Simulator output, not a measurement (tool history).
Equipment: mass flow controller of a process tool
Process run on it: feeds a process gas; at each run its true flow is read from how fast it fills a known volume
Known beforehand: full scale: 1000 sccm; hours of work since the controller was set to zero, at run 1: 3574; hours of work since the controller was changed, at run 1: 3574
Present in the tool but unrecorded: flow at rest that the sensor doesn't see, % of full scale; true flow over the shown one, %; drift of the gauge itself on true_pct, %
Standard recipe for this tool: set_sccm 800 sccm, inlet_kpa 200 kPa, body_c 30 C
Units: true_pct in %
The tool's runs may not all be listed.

run	hour	set_sccm	inlet_kpa	body_c	hours of work since the controller was set to zero	hours of work since the controller was changed	true_pct
1	0	800	200	30	3574	3574	99.03
2	296.7	242	200	30	3719	3719	94.22
3	595.3	242	200	30	3866	3866	94.1
4	780.9	141	200	30	3956	3956	90.53
5	966.3	141	200	30	4047	4047	90.3
6	1167.1	141	200	30	4145	4145	90.13
7	1369.7	141	149	30	4245	4245	90.23
8	1527.8	385	200	30	4322	4322	96.01
9	1770.5	800	200	23	4441	4441	98.01
10	1965.6	800	200	30	4536	4536	98.68
# hour 2104.8: controller's zero set anew
11	2159.7	800	200	30	27	4631	100.29
12	2286	800	200	30	89	4693	100.38
13	2508.9	800	200	30	198	4802	100.22
14	2636.4	742	143	38	260	4864	101
15	2901.4	122	222	23	390	4994	96.73
16	3084.4	280	244	25	479	5084	97.71
17	3381.1	280	244	25	625	5229	97.55
18	3555.1	630	196	23	710	5314	99.12
19	3821.6	196	253	28	840	5444	97.1
20	4090	281	208	27	972	5576	97.78
21	4217.7	281	208	27	1034	5638	97.78
22	4402.1	110	169	40	1124	5728	96.63
23	4564.9	515	200	21	1204	5808	98.3

What does the tool deliver on the next run?
24	4741.8	249	192	30	1291	5895	?

Run 24 yielded true_pct 97.65 %.
With no hidden state in the tool, this same run would have given true_pct 98.34 %.
